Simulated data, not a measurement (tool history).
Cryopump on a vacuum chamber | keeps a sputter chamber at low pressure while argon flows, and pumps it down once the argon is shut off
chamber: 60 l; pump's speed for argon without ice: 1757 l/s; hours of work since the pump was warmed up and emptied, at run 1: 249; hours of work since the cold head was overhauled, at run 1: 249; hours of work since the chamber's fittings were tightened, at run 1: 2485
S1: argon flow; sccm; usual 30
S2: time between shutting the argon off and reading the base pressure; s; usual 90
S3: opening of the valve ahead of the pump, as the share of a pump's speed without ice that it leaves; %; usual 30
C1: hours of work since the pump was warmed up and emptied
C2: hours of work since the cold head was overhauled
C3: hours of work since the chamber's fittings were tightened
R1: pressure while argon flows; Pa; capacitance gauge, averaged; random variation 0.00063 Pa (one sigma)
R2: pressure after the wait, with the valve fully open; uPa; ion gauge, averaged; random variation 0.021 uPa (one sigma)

run    hour  S1   S2  S3   C1    C2    C3      R1    R2
  1     0.0  30   90  30  249   249  2485  0.0987  1.31
  2    47.9  30   90  30  289   289  2525  0.0966  1.41
  3    90.1  30   90  30  324   324  2560  0.0985  1.37
  4   130.6  30   90  34  357   357  2593  0.0874  1.47
  5   188.0  20   90  30  405   405  2641  0.0673  1.48
  6   227.3  30   90  30  438   438  2674  0.1000  1.51
  7   276.6  30   90  30  479   479  2715  0.1017  1.56
  8   332.0  30   90  30  525   525  2761  0.1006  1.61
  9   370.8  30   90  30  557   557  2793  0.1009  1.62
 10   424.5  30   90  30  602   602  2838  0.1027  1.60
 11   476.9  30   90  30  646   646  2882  0.1021  1.68
 12   514.6  30   90  30  677   677  2913  0.1030  1.70
 13   555.6  30   90  30  711   711  2947  0.1028  1.77
 14   598.1  30   90  30  747   747  2983  0.1042  1.76
 15   648.8  30   49  30  789   789  3025  0.1045  2.04
 16   696.6  30   49  30  829   829  3065  0.1051  1.99
 17   751.8  30  234  30  875   875  3111  0.1051  1.85
      803.7  -- pump warmed up, emptied and cooled again
 18   807.5  24   90  30    3   917  3153  0.0776  1.51
 19   831.5  49   90  30   23   937  3173  0.1579  1.55
 20   878.9  49  140  31   63   976  3212  0.1528  1.48
 21   914.9  49  140  31   93  1006  3242  0.1558  1.54
 22   965.5  49  140  31  135  1048  3284  0.1552  1.61
 23  1015.0  28   57  31  176  1090  3326  0.0891  1.75
 24  1054.0  14  234  18  208  1122  3358  0.0758  1.57
 25  1086.1  14  234  18  235  1149  3385  0.0767  1.69
 26  1132.8  38  174  33  274  1188  3424  0.1150  1.69
 27  1166.5  21  174  20  302  1216  3452  0.1033  1.71
 28  1193.6  21  174  20  325  1238  3474  0.1039  1.72
 29  1247.7  21  174  20  370  1283  3519  0.1048  1.77
 30  1292.6  53   90  25  407  1321  3557  0.2122  1.87
 31  1344.3  29   97  30  450  1364  3600  0.0980  1.90
 32  1398.0  57  183  27  495  1408  3644  0.2136  1.89
 33  1435.1  30   61  19  526  1439  3675  0.1573  2.11

3 ways to go on from here, each from the tool as it stands after run 33. What would each give?
  A  1478.8  21   90  30  562  1476  3712   ?   ?
  B  1478.8  38  115  24  562  1476  3712   ?   ?
  C  1478.8  42   72  16  562  1476  3712   ?   ?

run      R1    R2
  A  0.0719  2.01
  B  0.1598  2.00
  C  0.2605  2.06
Without the tool's hidden state the same runs would have given:
run      R1    R2
  A  0.0675  0.34
  B  0.1517  0.30
  C  0.2517  0.41
